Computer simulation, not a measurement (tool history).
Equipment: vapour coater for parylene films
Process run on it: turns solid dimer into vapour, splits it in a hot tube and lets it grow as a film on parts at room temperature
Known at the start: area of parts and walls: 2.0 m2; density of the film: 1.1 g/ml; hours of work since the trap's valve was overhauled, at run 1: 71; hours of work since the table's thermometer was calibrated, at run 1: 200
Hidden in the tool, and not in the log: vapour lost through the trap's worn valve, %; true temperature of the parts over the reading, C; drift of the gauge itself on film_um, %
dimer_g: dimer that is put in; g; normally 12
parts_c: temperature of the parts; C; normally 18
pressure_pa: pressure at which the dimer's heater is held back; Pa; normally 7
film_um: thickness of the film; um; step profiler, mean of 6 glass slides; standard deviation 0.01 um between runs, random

run   hour  dimer_g  parts_c  pressure_pa  hours of work since the trap's valve was overhauled  hours of work since the table's thermometer was calibrated  film_um
  1      0       12       18            7                                                   71                                                         200     3.74
  2   45.6       12       18         5.08                                                   91                                                         220     4.02
  3   68.9       12       18         5.08                                                  101                                                         230     4.02
  4  109.1       12       18         5.08                                                  119                                                         248     4.02
  5  137.7       12       18            7                                                  131                                                         260     3.73
  6  178.7       12       18            7                                                  149                                                         278     3.73
  7  212.9       12       18            7                                                  164                                                         293     3.72
  8  250.5       12       18         9.15                                                  181                                                         310     3.51
  9  290.2       12       18         9.15                                                  198                                                         327      3.5
 10  328.8        9       16        10.03                                                  215                                                         344     2.68
 11  372.1       16       15         9.67                                                  234                                                         363     4.87
 12  424.7       16       15         9.67                                                  257                                                         386      4.9
 13  460.2       21       18         6.43                                                  272                                                         401     6.63
 14  513.8       17       18         6.43                                                  296                                                         424     5.34

Branching from run 14: 4 alternative next runs. What would each branch give?
  A  545.6       12       24            7                                                  309                                                         438        ?
  B  545.6        7       13          6.3                                                  309                                                         438        ?
  C  545.6       10       29         8.76                                                  309                                                         438        ?
  D  545.6       17       11         4.64                                                  309                                                         438        ?

run  film_um
  A     3.28
  B     2.44
  C     2.34
  D     6.63
What these runs would have given with no unlogged condition in the tool:
run  film_um
  A     3.31
  B     2.47
  C     2.37
  D     6.71
